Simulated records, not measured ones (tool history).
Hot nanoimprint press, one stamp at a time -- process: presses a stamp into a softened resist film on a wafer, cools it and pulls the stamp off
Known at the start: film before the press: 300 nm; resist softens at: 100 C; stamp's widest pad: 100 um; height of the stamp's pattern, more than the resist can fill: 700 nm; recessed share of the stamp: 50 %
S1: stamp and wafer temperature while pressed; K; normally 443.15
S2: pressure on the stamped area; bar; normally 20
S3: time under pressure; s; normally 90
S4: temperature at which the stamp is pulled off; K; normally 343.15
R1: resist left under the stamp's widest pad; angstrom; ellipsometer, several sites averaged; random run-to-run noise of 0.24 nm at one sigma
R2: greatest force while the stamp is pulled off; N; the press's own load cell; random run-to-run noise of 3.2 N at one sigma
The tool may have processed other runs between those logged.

run 1 hour=0 | S1=443.15 S2=20 S3=90 S4=343.15 | R1=1535 R2=180
run 2 hour=13.1 | S1=443.15 S2=20 S3=90 S4=343.15 | R1=1538 R2=184
run 3 hour=23.7 | S1=443.15 S2=20 S3=90 S4=343.15 | R1=1539 R2=184
run 4 hour=30.2 | S1=443.15 S2=20 S3=49 S4=343.15 | R1=1864 R2=186
run 5 hour=37.3 | S1=443.15 S2=20 S3=134 S4=343.15 | R1=1345 R2=187
run 6 hour=50.4 | S1=443.15 S2=20 S3=134 S4=343.15 | R1=1347 R2=186
-- hour=71 stamp cleaned and given a new release coat
run 7 hour=71 | S1=443.15 S2=20 S3=90 S4=343.15 | R1=1547 R2=177
run 8 hour=85.8 | S1=443.15 S2=20 S3=90 S4=343.15 | R1=1556 R2=174
run 9 hour=95.2 | S1=443.15 S2=20 S3=90 S4=342.15 | R1=1559 R2=188
run 10 hour=109.8 | S1=443.15 S2=20 S3=90 S4=342.15 | R1=1557 R2=187
run 11 hour=120.4 | S1=443.15 S2=20 S3=90 S4=333.15 | R1=1560 R2=199
run 12 hour=127.9 | S1=443.15 S2=20 S3=90 S4=343.15 | R1=1555 R2=185
run 13 hour=140.2 | S1=443.15 S2=20 S3=90 S4=343.15 | R1=1562 R2=180
run 14 hour=147.4 | S1=443.15 S2=20 S3=165 S4=343.15 | R1=1259 R2=187
run 15 hour=162.8 | S1=443.15 S2=20 S3=165 S4=343.15 | R1=1264 R2=174
run 16 hour=178.1 | S1=443.15 S2=20 S3=165 S4=346.15 | R1=1269 R2=183
run 17 hour=191.6 | S1=438.15 S2=20 S3=61 S4=340.15 | R1=2005 R2=189
run 18 hour=199.5 | S1=438.15 S2=23.9 S3=138 S4=340.15 | R1=1437 R2=186
run 19 hour=213.5 | S1=438.15 S2=12.5 S3=161 S4=340.15 | R1=1830 R2=184
run 20 hour=223.1 | S1=434.15 S2=25.2 S3=161 S4=333.15 | R1=1507 R2=204
-- hour=237.9 gauge calibrated
run 21 hour=237.9 | S1=434.15 S2=26.1 S3=80 S4=346.15 | R1=1810 R2=173
run 22 hour=247.3 | S1=453.15 S2=23.6 S3=67 S4=338.15 | R1=1210 R2=195
run 23 hour=257.3 | S1=454.15 S2=23.6 S3=71 S4=338.15 | R1=1157 R2=192
run 24 hour=266.1 | S1=439.15 S2=23.6 S3=77 S4=338.15 | R1=1672 R2=192
run 25 hour=280.3 | S1=439.15 S2=27.4 S3=77 S4=338.15 | R1=1572 R2=192
run 26 hour=286.7 | S1=439.15 S2=27.4 S3=77 S4=338.15 | R1=1573 R2=199
run 27 hour=294 | S1=441.15 S2=16.1 S3=160 S4=347.15 | R1=1486 R2=174
-- hour=304.6 stamp cleaned and given a new release coat
run 28 hour=310.8 | S1=434.15 S2=23.9 S3=90 S4=329.15 | R1=1829 R2=216
run 29 hour=321.8 | S1=445.15 S2=23.9 S3=93 S4=339.15 | R1=1334 R2=194
run 30 hour=330.4 | S1=445.15 S2=23.9 S3=93 S4=339.15 | R1=1331 R2=197

The same runs without the tool's hidden state, with the same run-to-run variation:
Hidden state present: true temperature over the reading, C; pressure that arrives at the usual setting, %; grip of the stamp's worn release coat, % over a new coat's; drift of the gauge itself on residual_nm, %; drift of the gauge itself on pull_off_n, %.
run=1 R1=1535
run=2 R1=1535
run=3 R1=1534
run=4 R1=1857
run=5 R1=1338
run=6 R1=1338
run=7 R1=1534
run=8 R1=1540
run=9 R1=1541
run=10 R1=1537
run=11 R1=1538
run=12 R1=1532
run=13 R1=1536
run=14 R1=1237
run=15 R1=1240
run=16 R1=1243
run=17 R1=1960
run=18 R1=1403
run=19 R1=1784
run=20 R1=1467
run=21 R1=1809
run=22 R1=1208
run=23 R1=1154
run=24 R1=1666
run=25 R1=1563
run=26 R1=1563
run=27 R1=1475
run=28 R1=1813
run=29 R1=1321
run=30 R1=1317
R2: within 2 N of the measured result in every run.
